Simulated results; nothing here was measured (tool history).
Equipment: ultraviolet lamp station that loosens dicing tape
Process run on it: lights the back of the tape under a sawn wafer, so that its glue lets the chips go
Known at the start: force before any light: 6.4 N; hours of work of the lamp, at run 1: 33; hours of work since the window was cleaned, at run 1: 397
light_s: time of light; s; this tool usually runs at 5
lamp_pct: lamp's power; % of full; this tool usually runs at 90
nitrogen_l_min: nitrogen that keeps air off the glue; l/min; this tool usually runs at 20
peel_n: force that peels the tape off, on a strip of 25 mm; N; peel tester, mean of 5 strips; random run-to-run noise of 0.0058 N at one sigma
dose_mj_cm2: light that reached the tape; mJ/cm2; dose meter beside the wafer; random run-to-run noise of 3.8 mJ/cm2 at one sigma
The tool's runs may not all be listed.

run   hour  light_s  lamp_pct  nitrogen_l_min  hours of work of the lamp  hours of work since the window was cleaned  peel_n  dose_mj_cm2
  1    0.0        5        90              20                         33                                         397   0.185          591
  2   31.0        5        90              20                         57                                         421   0.183          587
  3   59.3        5        90              20                         79                                         442   0.188          579
  4   76.0        5        90              20                         91                                         455   0.203          575
  5   97.9        5        90              20                        108                                         472   0.199          572
     130.1  -- window cleaned of glue's vapour
  6  134.5        5        90              20                        136                                           3   0.235          523
  7  161.4        5        90              20                        156                                          24   0.240          520
  8  185.1        5        90              20                        174                                          42   0.253          515
  9  209.5        5        90              22                        193                                          61   0.244          507
 10  247.3        5        90              22                        222                                          89   0.245          499
 11  287.4        5        90              22                        252                                         120   0.245          487
 12  306.7        5        90              22                        267                                         135   0.261          482
 13  340.5        5        90              22                        293                                         160   0.265          479
     363.8  -- window cleaned of glue's vapour, once more
 14  380.9        5        90              22                        323                                          13   0.166          580
 15  406.3        5        90              22                        342                                          32   0.171          568
 16  445.5        3        69              22                        372                                          62   0.974          258
 17  461.8        5        90              22                        385                                          75   0.188          562
 18  489.1        3        62               6                        405                                          95   2.167          227
 19  512.1        9        69              18                        423                                         113   0.122          759
 20  536.3        9        69              18                        441                                         131   0.113          750
 21  573.3        3        80              31                        469                                         160   0.701          282
 22  606.6        3        93              25                        495                                         185   0.576          328
 23  645.5        8        87              13                        524                                         215   0.134          807
 24  663.7        3        90              20                        538                                         228   0.758          312
 25  680.9        7        75               7                        552                                         242   0.402          601
 26  710.1        7        75               7                        574                                         264   0.425          589
 27  729.9        4        70               7                        589                                         279   1.354          312
 28  756.1        4        70               7                        609                                         299   1.382          313
 29  785.9        4        70               7                        631                                         322   1.452          302

Run by run, hidden condition taken away, random variation retained:
What the log doesn't record here: lamp's light, % of a new lamp's; light that the window lets through, % of a clean one's; drift of the gauge itself on peel_n, %; drift of the gauge itself on dose_mj_cm2, %.
run  peel_n  dose_mj_cm2
  1   0.151          657
  2   0.145          660
  3   0.146          659
  4   0.156          659
  5   0.148          661
  6   0.144          660
  7   0.139          664
  8   0.147          662
  9   0.142          660
 10   0.136          659
 11   0.128          656
 12   0.137          654
 13   0.135          658
 14   0.131          655
 15   0.132          648
 16   0.738          300
 17   0.141          656
 18   1.793          269
 19   0.101          904
 20   0.091          904
 21   0.452          346
 22   0.351          407
 23   0.104         1018
 24   0.454          396
 25   0.223          770
 26   0.233          765
 27   0.863          409
 28   0.867          415
 29   0.897          407
